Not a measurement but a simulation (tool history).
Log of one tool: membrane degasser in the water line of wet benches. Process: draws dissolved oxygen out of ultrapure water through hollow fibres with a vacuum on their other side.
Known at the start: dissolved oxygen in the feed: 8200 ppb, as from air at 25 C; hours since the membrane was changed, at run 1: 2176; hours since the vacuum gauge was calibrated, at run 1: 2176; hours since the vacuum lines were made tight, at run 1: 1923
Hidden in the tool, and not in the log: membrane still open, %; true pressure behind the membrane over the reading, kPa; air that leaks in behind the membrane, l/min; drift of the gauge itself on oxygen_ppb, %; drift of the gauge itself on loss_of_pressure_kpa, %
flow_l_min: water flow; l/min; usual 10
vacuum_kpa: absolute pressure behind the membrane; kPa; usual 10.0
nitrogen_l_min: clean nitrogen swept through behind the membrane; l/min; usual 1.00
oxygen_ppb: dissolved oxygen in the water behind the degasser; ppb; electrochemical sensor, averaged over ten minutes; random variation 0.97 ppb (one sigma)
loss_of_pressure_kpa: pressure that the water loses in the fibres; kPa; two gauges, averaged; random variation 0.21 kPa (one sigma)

run     day  flow_l_min  vacuum_kpa  nitrogen_l_min  hours since the membrane was changed  hours since the vacuum gauge was calibrated  hours since the vacuum lines were made tight  oxygen_ppb  loss_of_pressure_kpa
  1   0.000          10        10.0            1.00                                  2176                                         2176                                          1923       163.0                 46.37
  2   2.588          10        10.0            1.00                                  2238                                         2238                                          1985       164.8                 47.09
  3   5.496          10        10.0            1.00                                  2308                                         2308                                          2055       162.8                 46.47
  4   8.671          12        10.0            1.00                                  2384                                         2384                                          2131       196.7                 55.53
  5  11.512          12        10.0            1.00                                  2452                                         2452                                          2199       198.6                 55.83
  6  13.800          10        10.0            1.00                                  2507                                         2507                                          2254       161.8                 46.69
  7  15.500          10        10.0            1.79                                  2548                                         2548                                          2295        96.5                 45.92
  8  18.279          10        10.0            2.71                                  2615                                         2615                                          2362        68.1                 46.23
  9  19.850          10        10.0            2.71                                  2652                                         2652                                          2400        67.3                 46.57
 10  21.342          10        10.0            2.71                                  2688                                         2688                                          2435        67.2                 46.95
 11  23.633          10        10.0            1.00                                  2743                                         2743                                          2490       161.5                 46.77
 12  25.925          10        10.0            1.00                                  2798                                         2798                                          2545       163.3                 46.59
 13  29.504          10        10.0            1.00                                  2884                                         2884                                          2631       164.1                 46.22
 14  32.533          10        10.0            1.00                                  2957                                         2957                                          2704       164.2                 46.52
 15  34.979          10        10.0            1.00                                  3015                                         3015                                          2763       163.6                 46.38
 16  36.429          10        10.0            1.00                                  3050                                         3050                                          2797       165.2                 46.31
 17  39.488          11        10.8            1.10                                  3124                                         3124                                          2871       185.2                 51.74
 18  42.300          11        22.6            0.78                                  3191                                         3191                                          2938       596.4                 51.11
 19  43.933           9        11.0            1.14                                  3230                                         3230                                          2978       149.6                 42.05
 20  45.483           9        11.0            1.14                                  3267                                         3267                                          3015       148.1                 41.75
 21  48.521           9        10.0            2.28                                  3340                                         3340                                          3088        68.7                 41.48
 22  50.100           9         7.5            0.55                                  3378                                         3378                                          3126       163.3                 41.94
 23  53.129          10         9.3            2.22                                  3451                                         3451                                          3198        72.8                 46.18
 24  54.588           7         9.6            2.22                                  3486                                         3486                                          3233        51.1                 32.54
 25  58.133          10         9.6            0.65                                  3571                                         3571                                          3318       225.0                 46.15
 26  60.958          10         9.6            0.65                                  3639                                         3639                                          3386       225.8                 45.96
 27  63.312           9        10.0            2.20                                  3695                                         3695                                          3443        70.9                 41.37
 28  65.308          10         9.8            0.75                                  3743                                         3743                                          3491       204.6                 46.17
 29  67.629          10         8.7            0.75                                  3799                                         3799                                          3546       171.4                 46.13
 30  69.612          10         8.7            0.75                                  3847                                         3847                                          3594       171.0                 45.52
 31  71.275          10         8.7            0.75                                  3886                                         3886                                          3634       173.0                 45.63

Measured less the same run without the tool's hidden state. The same run-to-run variation is in both; the gauge's scatter may not be:
run  loss_of_pressure_kpa
  1                 +0.00
  2                 -0.03
  3                 -0.06
  4                 -0.13
  5                 -0.16
  6                 -0.17
  7                 -0.19
  8                 -0.23
  9                 -0.25
 10                 -0.26
 11                 -0.29
 12                 -0.32
 13                 -0.36
 14                 -0.40
 15                 -0.43
 16                 -0.45
 17                 -0.54
 18                 -0.58
 19                 -0.49
 20                 -0.50
 21                 -0.54
 22                 -0.56
 23                 -0.66
 24                 -0.47
 25                 -0.72
 26                 -0.75
 27                 -0.71
 28                 -0.81
 29                 -0.84
 30                 -0.85
 31                 -0.88
oxygen_ppb: within 0.1 ppb of the measured result in every run.

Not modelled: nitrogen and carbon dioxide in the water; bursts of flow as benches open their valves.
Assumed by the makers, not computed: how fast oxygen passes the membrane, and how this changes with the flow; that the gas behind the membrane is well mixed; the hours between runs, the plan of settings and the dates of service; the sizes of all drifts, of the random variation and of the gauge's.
